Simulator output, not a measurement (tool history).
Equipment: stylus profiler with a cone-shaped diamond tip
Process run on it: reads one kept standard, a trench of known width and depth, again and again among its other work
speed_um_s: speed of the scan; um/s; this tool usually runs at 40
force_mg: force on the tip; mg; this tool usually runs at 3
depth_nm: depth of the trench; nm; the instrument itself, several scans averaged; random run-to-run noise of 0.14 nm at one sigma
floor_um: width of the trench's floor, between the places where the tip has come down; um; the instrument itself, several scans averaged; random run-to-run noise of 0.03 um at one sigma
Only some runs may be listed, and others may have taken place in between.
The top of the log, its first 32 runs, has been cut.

| run | day | speed_um_s | force_mg | scans with this tip | hours of work since the height scale was calibrated | depth_nm | floor_um |
|---|---|---|---|---|---|---|---|
| 33 | 62.642 | 11 | 3.06 | 10351 | 1926 | 511.76 | 16.52 |
| 34 | 64.446 | 11 | 3.06 | 10466 | 1947 | 511.76 | 16.48 |
| 35 | 66.45 | 15 | 2.11 | 10593 | 1971 | 509.77 | 16.44 |
| 36 | 68.617 | 15 | 2.11 | 10730 | 1997 | 509.65 | 16.45 |
| 37 | 70.338 | 65 | 3.68 | 10840 | 2017 | 513.06 | 16.28 |
| 38 | 71.625 | 65 | 3.68 | 10921 | 2032 | 513.24 | 16.31 |
| 39 | 74.312 | 40 | 1.37 | 11092 | 2064 | 507.73 | 16.3 |
| 40 | 75.792 | 40 | 1.37 | 11186 | 2081 | 508.05 | 16.27 |
| 41 | 78.004 | 40 | 3.86 | 11326 | 2107 | 513.87 | 16.33 |
| 42 | 80.367 | 145 | 2.79 | 11476 | 2135 | 511.38 | 15.88 |
| 43 | 82.904 | 45 | 2.05 | 11638 | 2165 | 510.23 | 16.23 |
| 44 | 84.479 | 154 | 3.23 | 11738 | 2184 | 512.4 | 15.9 |
| 45 | 86.258 | 154 | 3.23 | 11851 | 2205 | 512.34 | 15.87 |
| 46 | 88.433 | 62 | 1.86 | 11989 | 2231 | 509.1 | 16.21 |
| 47 | 89.938 | 18 | 1.12 | 12084 | 2249 | 507.52 | 16.3 |

Forecast each of these 4 alternatives for the next run:
| A | 91.133 | 12 | 6.97 | 12160 | 2263 | ? | ? |
| B | 91.133 | 11 | 7.64 | 12160 | 2263 | ? | ? |
| C | 91.133 | 47 | 7.52 | 12160 | 2263 | ? | ? |
| D | 91.133 | 11 | 2.59 | 12160 | 2263 | ? | ? |

| run | depth_nm | floor_um |
|---|---|---|
| A | 518.89 | 16.36 |
| B | 520.29 | 16.42 |
| C | 520.08 | 16.25 |
| D | 511.22 | 16.36 |
Had the tool no hidden state, the same runs would have come out as:
| run | depth_nm | floor_um |
|---|---|---|
| A | 516.03 | 17.3 |
| B | 517.43 | 17.36 |
| C | 517.22 | 17.19 |
| D | 508.41 | 17.3 |
